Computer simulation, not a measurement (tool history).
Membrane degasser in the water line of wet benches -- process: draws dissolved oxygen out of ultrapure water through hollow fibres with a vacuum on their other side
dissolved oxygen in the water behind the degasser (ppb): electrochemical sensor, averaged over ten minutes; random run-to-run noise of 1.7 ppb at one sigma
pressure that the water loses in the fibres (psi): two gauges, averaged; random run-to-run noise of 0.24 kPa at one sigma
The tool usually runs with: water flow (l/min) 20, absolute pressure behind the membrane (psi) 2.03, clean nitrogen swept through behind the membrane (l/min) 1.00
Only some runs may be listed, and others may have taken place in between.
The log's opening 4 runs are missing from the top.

run	hour	water flow (l/min)	absolute pressure behind the membrane (psi)	clean nitrogen swept through behind the membrane (l/min)	dissolved oxygen in the water behind the degasser (ppb)	pressure that the water loses in the fibres (psi)
5	499.8	20	2.03	0.76	630.1	9.226
6	657.5	20	2.03	0.76	633.7	9.111
7	750.7	20	2.03	0.76	626.6	9.211
8	839.9	20	2.03	0.76	629.5	9.187
9	1007.4	16	2.03	1.00	416.3	7.375
# hour 1024.6: vacuum gauge calibrated
10	1143.0	16	4.37	1.00	926.9	7.336
11	1287.7	20	2.03	1.00	518.6	9.198
12	1413.7	20	2.03	1.00	518.4	9.206
13	1564.0	20	2.03	1.00	516.1	9.188
14	1735.0	20	2.52	1.00	657.3	9.251
15	1831.9	20	2.52	1.00	654.1	9.223
16	2003.2	20	2.52	1.00	656.8	9.174
# hour 2053.7: vacuum gauge calibrated, once more
17	2124.2	17	5.08	1.05	1076.5	7.816
18	2305.4	17	5.08	1.05	1071.8	7.883
19	2391.6	24	2.03	1.00	598.6	11.121
20	2582.6	24	2.03	1.00	595.3	11.145
21	2715.6	24	2.03	1.00	596.6	11.187
22	2826.0	24	2.03	1.00	594.4	11.116
23	2994.2	20	1.70	0.94	431.6	9.288
24	3176.2	27	3.44	2.20	635.0	12.560
25	3292.4	27	1.71	0.78	656.9	12.447
26	3483.5	14	3.71	1.86	414.8	6.518
27	3648.0	14	3.71	1.86	416.7	6.473

Run 28, settings as shown, results not yet in. Your forecast:
28	3796.5	13	2.03	1.00	?	?

Run 28 came out at dissolved oxygen in the water behind the degasser (ppb) 341.3, pressure that the water loses in the fibres (psi) 6.064.
With no hidden state in the tool, this same run would have given dissolved oxygen in the water behind the degasser (ppb) 331.9, pressure that the water loses in the fibres (psi) 5.829.
